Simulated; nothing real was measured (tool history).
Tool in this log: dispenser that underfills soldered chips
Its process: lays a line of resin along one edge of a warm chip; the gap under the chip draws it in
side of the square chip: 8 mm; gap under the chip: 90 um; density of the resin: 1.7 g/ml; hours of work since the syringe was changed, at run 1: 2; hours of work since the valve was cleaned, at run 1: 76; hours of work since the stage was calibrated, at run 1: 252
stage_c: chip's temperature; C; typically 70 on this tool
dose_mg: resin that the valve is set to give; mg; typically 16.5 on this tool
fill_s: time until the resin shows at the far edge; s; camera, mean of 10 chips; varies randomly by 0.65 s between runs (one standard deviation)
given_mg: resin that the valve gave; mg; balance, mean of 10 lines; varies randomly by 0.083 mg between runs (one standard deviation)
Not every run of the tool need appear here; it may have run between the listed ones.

run,hour,stage_c,dose_mg,hours of work since the syringe was changed,hours of work since the valve was cleaned,hours of work since the stage was calibrated,fill_s,given_mg
1,0.0,70,16.5,2,76,252,66.6,15.38
# hour 7.5: new syringe of resin
2,8.4,70,16.5,1,81,258,63.2,15.36
3,15.3,70,16.5,6,86,263,78.2,15.42
# hour 19.2: new syringe of resin
4,27.6,70,14.5,6,95,271,83.9,13.20
# hour 30.2: new syringe of resin
5,35.7,70,16.5,4,100,276,74.3,14.89
# hour 38.2: dispensing valve cleaned and set on the balance
# hour 42.1: new syringe of resin
6,48.7,70,16.5,5,7,285,73.9,16.43
# hour 53.6: new syringe of resin
7,54.4,70,16.5,1,11,288,60.7,16.24
# hour 65.0: new syringe of resin
8,66.6,70,16.5,1,19,297,62.8,16.12
# hour 75.8: new syringe of resin
9,75.8,70,17.2,0,26,303,60.3,16.52
10,81.0,70,17.2,4,29,307,72.2,16.68
# hour 87.3: new syringe of resin
11,90.5,59,16.5,2,36,313,114.5,15.99
# hour 98.5: new syringe of resin
12,99.2,78,16.5,1,42,319,44.5,15.80
13,105.9,78,16.5,5,46,324,55.0,15.81
# hour 110.0: new syringe of resin
14,115.4,78,16.5,4,53,330,51.2,15.64
# hour 120.9: new syringe of resin
15,126.4,78,16.5,4,60,338,50.3,15.59
# hour 132.6: new syringe of resin
16,136.2,78,16.5,2,67,344,48.1,15.42
# hour 143.4: new syringe of resin
17,143.4,78,16.5,0,72,349,42.1,15.40
18,148.9,83,14.1,4,76,353,42.9,13.07
# hour 154.7: new syringe of resin
19,156.9,85,14.1,2,81,358,35.6,13.05
# hour 165.7: new syringe of resin
20,166.9,85,14.1,1,88,365,34.1,12.85
# hour 177.1: new syringe of resin
21,178.2,85,14.1,1,95,373,34.1,12.73
22,183.7,85,14.1,5,99,377,41.4,12.78
# hour 187.7: dispensing valve cleaned and set on the balance
# hour 189.1: new syringe of resin
23,195.3,62,15.8,4,5,384,109.6,15.76
# hour 200.2: new syringe of resin
24,203.4,73,15.8,2,11,390,60.0,15.73
25,208.6,73,15.8,6,14,393,70.8,15.63
# hour 211.5: new syringe of resin
26,218.3,73,15.8,5,21,400,68.1,15.50
# hour 222.8: new syringe of resin
27,226.4,57,14.4,2,26,405,132.4,14.03
# hour 234.5: new syringe of resin
28,234.5,62,16.2,0,32,411,91.1,15.70
29,242.4,62,21.4,6,37,416,116.3,20.63

Forecast each of these 3 alternatives for the next run:
# hour 245.9: new syringe of resin
A,253.9,70,19.0,6,45,424,?,?
# hour 245.9: new syringe of resin
B,253.9,65,19.7,6,45,424,?,?
# hour 245.9: new syringe of resin
C,253.9,63,14.1,6,45,424,?,?

run,fill_s,given_mg
A,81.2,18.24
B,101.3,18.87
C,117.5,13.47
Stripped of hidden state, with their random variation kept, the same runs would have yielded:
run,fill_s,given_mg
A,57.5,19.05
B,71.8,19.70
C,82.7,14.06
